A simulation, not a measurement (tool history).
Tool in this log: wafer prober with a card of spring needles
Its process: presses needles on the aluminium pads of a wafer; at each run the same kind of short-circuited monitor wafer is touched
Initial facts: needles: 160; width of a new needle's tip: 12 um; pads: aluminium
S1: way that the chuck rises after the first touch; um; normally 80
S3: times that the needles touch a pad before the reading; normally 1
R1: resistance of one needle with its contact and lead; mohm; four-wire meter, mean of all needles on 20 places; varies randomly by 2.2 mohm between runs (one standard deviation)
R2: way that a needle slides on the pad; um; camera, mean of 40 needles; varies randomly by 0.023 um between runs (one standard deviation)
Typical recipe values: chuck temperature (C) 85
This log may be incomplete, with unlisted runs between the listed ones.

{"run": 1, "hour": 0.0, "S1": 80, "chuck temperature (C)": 85, "S3": 1, "R1": 281, "R2": 17.86}
{"run": 2, "hour": 10.4, "S1": 80, "chuck temperature (C)": 85, "S3": 1, "R1": 257, "R2": 17.89}
{"run": 3, "hour": 22.1, "S1": 80, "chuck temperature (C)": 85, "S3": 2, "R1": 260, "R2": 17.87}
{"run": 4, "hour": 32.5, "S1": 63, "chuck temperature (C)": 85, "S3": 2, "R1": 279, "R2": 14.06}
{"run": 5, "hour": 48.9, "S1": 63, "chuck temperature (C)": 85, "S3": 2, "R1": 264, "R2": 14.03}
{"run": 6, "hour": 65.9, "S1": 80, "chuck temperature (C)": 85, "S3": 1, "R1": 280, "R2": 17.81}
{"run": 7, "hour": 77.1, "S1": 69, "chuck temperature (C)": 85, "S3": 1, "R1": 254, "R2": 15.38}
{"run": 8, "hour": 85.9, "S1": 69, "chuck temperature (C)": 85, "S3": 1, "R1": 273, "R2": 15.39}
{"run": 9, "hour": 96.0, "S1": 69, "chuck temperature (C)": 85, "S3": 1, "R1": 291, "R2": 15.37}
{"run": 10, "hour": 104.7, "S1": 69, "chuck temperature (C)": 85, "S3": 1, "R1": 299, "R2": 15.37}
{"run": 11, "hour": 122.5, "S1": 69, "chuck temperature (C)": 85, "S3": 1, "R1": 277, "R2": 15.37}
{"run": 12, "hour": 141.5, "S1": 69, "chuck temperature (C)": 85, "S3": 1, "R1": 297, "R2": 15.32}
{"run": 13, "hour": 158.4, "S1": 69, "chuck temperature (C)": 85, "S3": 1, "R1": 276, "R2": 15.32}
{"run": 14, "hour": 166.6, "S1": 69, "chuck temperature (C)": 85, "S3": 1, "R1": 291, "R2": 15.31}
{"run": 15, "hour": 186.5, "S1": 91, "chuck temperature (C)": 85, "S3": 2, "R1": 252, "R2": 20.22}
{"run": 16, "hour": 206.0, "S1": 91, "chuck temperature (C)": 64, "S3": 2, "R1": 259, "R2": 20.21}
{"run": 17, "hour": 220.2, "S1": 91, "chuck temperature (C)": 64, "S3": 2, "R1": 243, "R2": 20.25}
{"run": 18, "hour": 237.7, "S1": 68, "chuck temperature (C)": 85, "S3": 1, "R1": 293, "R2": 15.04}
{"run": 19, "hour": 248.1, "S1": 95, "chuck temperature (C)": 85, "S3": 1, "R1": 274, "R2": 21.09}
{"run": 20, "hour": 267.3, "S1": 95, "chuck temperature (C)": 85, "S3": 1, "R1": 268, "R2": 21.07}
{"run": 21, "hour": 278.0, "S1": 95, "chuck temperature (C)": 85, "S3": 1, "R1": 279, "R2": 21.09}
{"run": 22, "hour": 288.2, "S1": 85, "chuck temperature (C)": 34, "S3": 1, "R1": 235, "R2": 18.83}
{"run": 23, "hour": 298.0, "S1": 85, "chuck temperature (C)": 34, "S3": 1, "R1": 247, "R2": 18.85}
{"run": 24, "hour": 312.3, "S1": 66, "chuck temperature (C)": 85, "S3": 1, "R1": 295, "R2": 14.59}
{"run": 25, "hour": 321.3, "S1": 80, "chuck temperature (C)": 87, "S3": 1, "R1": 287, "R2": 17.69}
{"run": 26, "hour": 329.6, "S1": 80, "chuck temperature (C)": 94, "S3": 3, "R1": 251, "R2": 17.7}
{"run": 27, "hour": 340.6, "S1": 86, "chuck temperature (C)": 68, "S3": 2, "R1": 253, "R2": 19.06}
{"run": 28, "hour": 353.4, "S1": 83, "chuck temperature (C)": 41, "S3": 1, "R1": 271, "R2": 18.33}

Put back what was entered between runs (10 entries, withheld): which listed runs does each sit between, and how does the hidden state differ from the listed run before to the listed run after?
Between runs 1 and 2: tips cleaned on abrasive film (hour 4.5)
  debris on the tips, nm: 79.5 -> 28.9; way that the needles fall short of the set height, um: 0.11 -> 0.21; tips' diameter, um: 12.04 -> 12.07
  what was measured, less what the result would be without the hidden state, R1: +41 -> +15 mohm; R2: -0.03 -> -0.05 um
Between runs 4 and 5: tips cleaned on abrasive film (hour 40.0)
  debris on the tips, nm: 76.9 -> 39.6; way that the needles fall short of the set height, um: 0.21 -> 0.3; tips' diameter, um: 12.07 -> 12.1
  what was measured, less what the result would be without the hidden state, R1: +34 -> +18 mohm; R2: -0.05 -> -0.07 um
Between runs 6 and 7: tips cleaned on abrasive film (hour 75.8)
  debris on the tips, nm: 72.9 -> 15.6; way that the needles fall short of the set height, um: 0.3 -> 0.4; tips' diameter, um: 12.1 -> 12.14
  what was measured, less what the result would be without the hidden state, R1: +38 -> +10 mohm; R2: -0.07 -> -0.09 um
Between runs 10 and 11: tips cleaned on abrasive film (hour 110.6)
  debris on the tips, nm: 79.3 -> 49.9; way that the needles fall short of the set height, um: 0.4 -> 0.49; tips' diameter, um: 12.14 -> 12.17
  what was measured, less what the result would be without the hidden state, R1: +52 -> +32 mohm; R2: -0.09 -> -0.11 um
Between runs 12 and 13: tips cleaned on abrasive film (hour 146.6)
  debris on the tips, nm: 79.2 -> 46.5; way that the needles fall short of the set height, um: 0.49 -> 0.57; tips' diameter, um: 12.17 -> 12.2
  what was measured, less what the result would be without the hidden state, R1: +51 -> +31 mohm; R2: -0.11 -> -0.13 um
Between runs 14 and 15: tips cleaned on abrasive film (hour 181.7)
  debris on the tips, nm: 64.2 -> 26.8; way that the needles fall short of the set height, um: 0.57 -> 0.67; tips' diameter, um: 12.2 -> 12.24
  what was measured, less what the result would be without the hidden state, R1: +42 -> +8 mohm; R2: -0.12 -> -0.15 um
Between runs 16 and 17: tips cleaned on abrasive film (hour 217.1)
  debris on the tips, nm: 71.3 -> 22.7; way that the needles fall short of the set height, um: 0.67 -> 0.75; tips' diameter, um: 12.24 -> 12.26
  what was measured, less what the result would be without the hidden state, R1: +21 -> +6 mohm; R2: -0.15 -> -0.16 um
Between runs 19 and 20: tips cleaned on abrasive film (hour 252.9)
  debris on the tips, nm: 79.9 -> 55.5; way that the needles fall short of the set height, um: 0.75 -> 0.85; tips' diameter, um: 12.26 -> 12.3
  what was measured, less what the result would be without the hidden state, R1: +37 -> +26 mohm; R2: -0.17 -> -0.19 um
Between runs 21 and 22: tips cleaned on abrasive film (hour 288.1)
  debris on the tips, nm: 73 -> 8.8; way that the needles fall short of the set height, um: 0.85 -> 0.94; tips' diameter, um: 12.3 -> 12.33
  what was measured, less what the result would be without the hidden state, R1: +34 -> +5 mohm; R2: -0.19 -> -0.21 um
Between runs 25 and 26: tips cleaned on abrasive film (hour 323.2)
  debris on the tips, nm: 81.8 -> 31.5; way that the needles fall short of the set height, um: 0.94 -> 1.03; tips' diameter, um: 12.33 -> 12.36
  what was measured, less what the result would be without the hidden state, R1: +42 -> +6 mohm; R2: -0.21 -> -0.23 um

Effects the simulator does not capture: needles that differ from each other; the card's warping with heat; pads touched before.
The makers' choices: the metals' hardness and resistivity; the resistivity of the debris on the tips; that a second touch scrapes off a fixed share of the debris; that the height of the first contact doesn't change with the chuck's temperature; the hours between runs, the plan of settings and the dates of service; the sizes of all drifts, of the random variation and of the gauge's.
